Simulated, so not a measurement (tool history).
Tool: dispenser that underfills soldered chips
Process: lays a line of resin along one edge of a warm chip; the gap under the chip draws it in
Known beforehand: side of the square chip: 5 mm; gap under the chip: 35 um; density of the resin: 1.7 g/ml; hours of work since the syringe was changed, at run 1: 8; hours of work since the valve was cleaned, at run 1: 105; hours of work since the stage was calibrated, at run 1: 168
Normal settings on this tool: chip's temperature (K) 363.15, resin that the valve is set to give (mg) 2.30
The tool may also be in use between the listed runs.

| run | hour | chip's temperature (K) | resin that the valve is set to give (mg) | hours of work since the syringe was changed | hours of work since the valve was cleaned | hours of work since the stage was calibrated | time until the resin shows at the far edge (s) | resin that the valve gave (mg) |
|---|---|---|---|---|---|---|---|---|
| 1 | 0.0 | 363.15 | 2.30 | 8 | 105 | 168 | 62.7 | 2.13 |
|  | 2.4 | new syringe of resin |
| 2 | 10.0 | 363.15 | 2.30 | 5 | 112 | 175 | 56.4 | 2.21 |
|  | 15.5 | new syringe of resin |
| 3 | 18.9 | 363.15 | 2.30 | 2 | 118 | 181 | 51.0 | 2.18 |
|  | 28.5 | new syringe of resin |
| 4 | 29.6 | 363.15 | 2.30 | 1 | 125 | 189 | 47.8 | 2.20 |
| 5 | 39.9 | 363.15 | 2.30 | 8 | 133 | 196 | 65.3 | 2.15 |
|  | 41.9 | new syringe of resin |
| 6 | 44.7 | 363.15 | 2.30 | 2 | 136 | 199 | 50.8 | 2.17 |
|  | 48.0 | dispensing valve cleaned and set on the balance |
| 7 | 53.5 | 363.15 | 2.30 | 8 | 4 | 205 | 63.5 | 2.32 |
|  | 56.2 | new syringe of resin |
| 8 | 59.0 | 368.15 | 2.30 | 2 | 8 | 208 | 42.1 | 2.27 |
| 9 | 65.6 | 363.15 | 2.30 | 7 | 12 | 213 | 61.5 | 2.17 |
|  | 69.3 | new syringe of resin |
| 10 | 71.0 | 363.15 | 2.30 | 1 | 16 | 217 | 46.8 | 2.25 |
| 11 | 79.9 | 375.15 | 2.30 | 8 | 22 | 223 | 40.6 | 2.26 |
|  | 82.9 | new syringe of resin |
| 12 | 84.8 | 375.15 | 2.30 | 1 | 26 | 226 | 31.0 | 2.28 |
| 13 | 91.4 | 375.15 | 2.30 | 6 | 30 | 231 | 38.7 | 2.28 |
|  | 96.0 | new syringe of resin |
| 14 | 98.9 | 375.15 | 2.30 | 2 | 35 | 236 | 32.1 | 2.30 |
| 15 | 105.3 | 362.15 | 2.30 | 7 | 40 | 241 | 64.3 | 2.23 |
|  | 109.4 | new syringe of resin |
| 16 | 110.5 | 377.15 | 2.30 | 1 | 44 | 244 | 29.3 | 2.22 |
| 17 | 115.1 | 377.15 | 2.30 | 4 | 47 | 248 | 32.4 | 2.27 |
|  | 122.4 | new syringe of resin |
| 18 | 122.4 | 377.15 | 2.30 | 0 | 52 | 253 | 27.7 | 2.21 |
| 19 | 127.8 | 369.15 | 2.34 | 4 | 56 | 256 | 43.3 | 2.26 |
|  | 135.6 | new syringe of resin |
| 20 | 136.5 | 369.15 | 2.34 | 1 | 62 | 262 | 37.4 | 2.22 |
| 21 | 144.9 | 369.15 | 2.34 | 7 | 68 | 268 | 50.5 | 2.27 |
|  | 148.7 | new syringe of resin |
| 22 | 152.5 | 377.15 | 2.90 | 3 | 73 | 274 | 31.6 | 2.75 |
| 23 | 157.6 | 372.15 | 2.99 | 6 | 76 | 277 | 43.9 | 2.95 |
|  | 161.5 | new syringe of resin |
| 24 | 163.5 | 371.15 | 2.45 | 1 | 80 | 281 | 37.1 | 2.34 |
| 25 | 173.6 | 352.15 | 2.59 | 9 | 88 | 288 | 102.9 | 2.49 |
|  | 174.4 | new syringe of resin |
| 26 | 184.8 | 357.15 | 2.59 | 7 | 95 | 296 | 78.1 | 2.43 |
|  | 187.4 | new syringe of resin |
| 27 | 195.0 | 357.15 | 2.71 | 5 | 102 | 303 | 73.7 | 2.62 |
|  | 200.7 | new syringe of resin |
| 28 | 201.6 | 357.15 | 2.71 | 1 | 107 | 308 | 60.5 | 2.54 |
| 29 | 212.3 | 353.15 | 2.44 | 8 | 115 | 315 | 100.7 | 2.28 |
|  | 213.9 | new syringe of resin |
| 30 | 222.9 | 371.15 | 2.32 | 6 | 122 | 323 | 46.6 | 2.21 |
|  | 227.6 | new syringe of resin |
| 31 | 228.7 | 371.15 | 2.60 | 1 | 126 | 327 | 34.0 | 2.40 |
| 32 | 239.3 | 353.15 | 2.38 | 8 | 133 | 334 | 98.4 | 2.22 |
|  | 240.4 | new syringe of resin |
|  | 246.0 | dispensing valve cleaned and set on the balance |
| 33 | 246.0 | 353.15 | 2.38 | 3 | 0 | 338 | 78.4 | 2.41 |
| 34 | 253.6 | 377.15 | 2.54 | 9 | 5 | 344 | 41.9 | 2.53 |
|  | 254.8 | new syringe of resin |
| 35 | 259.2 | 358.15 | 2.71 | 3 | 9 | 347 | 65.0 | 2.70 |

Branching from run 35: 4 alternative next runs. What would each branch give?
|  | 267.6 | new syringe of resin |
| A | 268.1 | 363.15 | 2.19 | 0 | 15 | 353 | ? | ? |
|  | 267.6 | new syringe of resin |
| B | 268.1 | 375.15 | 2.64 | 0 | 15 | 353 | ? | ? |
|  | 267.6 | new syringe of resin |
| C | 268.1 | 358.15 | 2.12 | 0 | 15 | 353 | ? | ? |
|  | 267.6 | new syringe of resin |
| D | 268.1 | 354.15 | 2.70 | 0 | 15 | 353 | ? | ? |

| run | time until the resin shows at the far edge (s) | resin that the valve gave (mg) |
|---|---|---|
| A | 48.1 | 2.18 |
| B | 30.4 | 2.64 |
| C | 57.6 | 2.08 |
| D | 67.4 | 2.67 |
Take away the tool's hidden state, keep each run's random variation, and the runs would have read:
| run | time until the resin shows at the far edge (s) | resin that the valve gave (mg) |
|---|---|---|
| A | 44.1 | 2.20 |
| B | 28.0 | 2.67 |
| C | 52.7 | 2.10 |
| D | 61.6 | 2.70 |
